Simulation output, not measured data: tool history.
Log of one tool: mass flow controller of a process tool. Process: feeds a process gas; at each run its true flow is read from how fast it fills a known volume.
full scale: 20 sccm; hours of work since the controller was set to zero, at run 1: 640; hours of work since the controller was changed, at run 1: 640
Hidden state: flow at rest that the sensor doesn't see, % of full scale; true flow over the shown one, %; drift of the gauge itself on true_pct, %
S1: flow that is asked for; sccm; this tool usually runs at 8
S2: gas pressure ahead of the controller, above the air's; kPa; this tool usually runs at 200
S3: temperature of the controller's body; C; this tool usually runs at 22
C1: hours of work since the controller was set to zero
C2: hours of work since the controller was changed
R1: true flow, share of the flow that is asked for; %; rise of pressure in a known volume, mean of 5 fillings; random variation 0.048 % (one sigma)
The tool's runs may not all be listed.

run,hour,S1,S2,S3,C1,C2,R1
1,0,8,200,22,640,640,99.01
2,65.9,6,200,22,674,674,98.82
3,130.1,6,200,22,708,708,98.82
4,209.1,6,200,22,749,749,98.79
5,275.2,8,200,22,783,783,98.83
6,345.3,8,200,22,820,820,98.76
7,426.4,8,200,22,862,862,98.65
8,481.5,8,200,30,891,891,98.34
9,558.2,8,200,30,931,931,98.38
10,607.4,7,200,30,956,956,98.3
11,681.8,7,200,30,995,995,98.15
12,751.9,7,200,30,1032,1032,98.11
13,817.4,7,200,30,1066,1066,97.96
14,855.4,11,200,22,1086,1086,98.55
15,895.9,8,200,22,1107,1107,98.29
16,935.7,8,200,22,1127,1127,98.33
17,1007.2,8,200,22,1165,1165,98.24
18,1050.4,8,200,22,1187,1187,98.2
19,1127.6,8,200,22,1227,1227,98.15
20,1198.7,8,200,22,1264,1264,98.05
21,1281.4,8,200,22,1308,1308,97.95
22,1351.1,8,200,28,1344,1344,97.73
23,1415.5,8,200,22,1377,1377,97.89
24,1457.9,8,200,22,1400,1400,97.83
25,1530.5,20,189,30,1437,1437,98.6
26,1593.6,20,255,39,1470,1470,97.72
27,1645.6,7,230,28,1497,1497,97.15
28,1688.8,7,230,28,1520,1520,97.19
29,1759,8,146,31,1556,1556,97.65
30,1805.3,8,146,31,1581,1581,97.53
31,1874.2,8,146,31,1616,1616,97.47
32,1932.7,8,263,31,1647,1647,96.67
33,1979.4,5,196,39,1671,1671,96.55
# hour 2016.1: gauge calibrated
34,2024.9,5,235,35,1695,1695,98.17
35,2068.3,6,153,22,1718,1718,99.2
36,2114,6,188,22,1741,1741,98.94
37,2193.3,6,188,22,1783,1783,98.79
38,2237.4,6,188,22,1806,1806,98.78
39,2291.2,4,197,29,1834,1834,98.21
40,2329.8,11,276,22,1854,1854,98.52
41,2376,11,276,22,1878,1878,98.59
42,2423.3,11,276,22,1903,1903,98.49
43,2470.7,11,276,22,1927,1927,98.48
44,2516.6,4,233,22,1951,1951,98.11
45,2557.3,17,220,22,1972,1972,99.3
46,2615.6,5,213,32,2003,2003,97.92
47,2660,8,187,39,2026,2026,97.96

What differs in the tool's unlogged condition from the final listed run ahead of each entry between runs to the first listed run following it?
Logged between run 33 and run 34: gauge calibrated (hour 2016.1)
  drift of the gauge itself on true_pct, %: -1.71 -> -0.01
  measured value less the no-hidden-state value, R1: -1.68 -> -0.01 %
